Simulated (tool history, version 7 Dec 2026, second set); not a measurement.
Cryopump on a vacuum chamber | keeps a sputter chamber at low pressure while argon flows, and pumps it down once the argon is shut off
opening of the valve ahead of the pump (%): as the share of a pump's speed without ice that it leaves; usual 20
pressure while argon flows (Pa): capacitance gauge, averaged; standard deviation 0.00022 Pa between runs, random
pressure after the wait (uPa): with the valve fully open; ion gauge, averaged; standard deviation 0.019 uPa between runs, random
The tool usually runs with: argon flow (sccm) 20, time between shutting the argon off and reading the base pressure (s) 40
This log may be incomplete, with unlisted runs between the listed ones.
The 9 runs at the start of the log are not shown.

run   hour  argon flow (sccm)  time between shutting the argon off and reading the base pressure (s)  opening of the valve ahead of the pump (%)  pressure while argon flows (Pa)  pressure after the wait (uPa)
 10  105.0                 18                                                                     40                                          20                           0.0706                           1.55
 11  113.1                 18                                                                     40                                          20                           0.0710                           1.55
 12  124.4                 20                                                                     40                                          20                           0.0782                           1.54
 13  134.9                 20                                                                     40                                          20                           0.0787                           1.54
 14  148.1                 20                                                                    128                                          20                           0.0787                           0.72
 15  155.4                  9                                                                     40                                          20                           0.0353                           1.50
 16  170.2                  9                                                                     40                                          20                           0.0352                           1.58
 17  187.4                  9                                                                     40                                          15                           0.0471                           1.57
 18  202.7                  9                                                                     40                                          15                           0.0470                           1.56
 19  209.9                  9                                                                     40                                          26                           0.0272                           1.57
 20  217.3                 12                                                                     29                                          36                           0.0265                           2.02
 21  232.8                 12                                                                     29                                          36                           0.0262                           1.98
 22  240.4                 12                                                                     40                                          25                           0.0379                           1.56
 23  251.8                 12                                                                     40                                          25                           0.0376                           1.57
 24  263.2                 20                                                                    249                                          20                           0.0790                           0.55
 25  280.1                 20                                                                    249                                          20                           0.0786                           0.57

Estimate the outcome of run 26 from the log above:
 26  291.6                 10                                                                    249                                          20                                ?                              ?

Run 26 yielded pressure while argon flows (Pa) 0.0393, pressure after the wait (uPa) 0.55.
Minus the tool's unlogged condition, the same run would have read pressure while argon flows (Pa) 0.0387, pressure after the wait (uPa) 0.32.

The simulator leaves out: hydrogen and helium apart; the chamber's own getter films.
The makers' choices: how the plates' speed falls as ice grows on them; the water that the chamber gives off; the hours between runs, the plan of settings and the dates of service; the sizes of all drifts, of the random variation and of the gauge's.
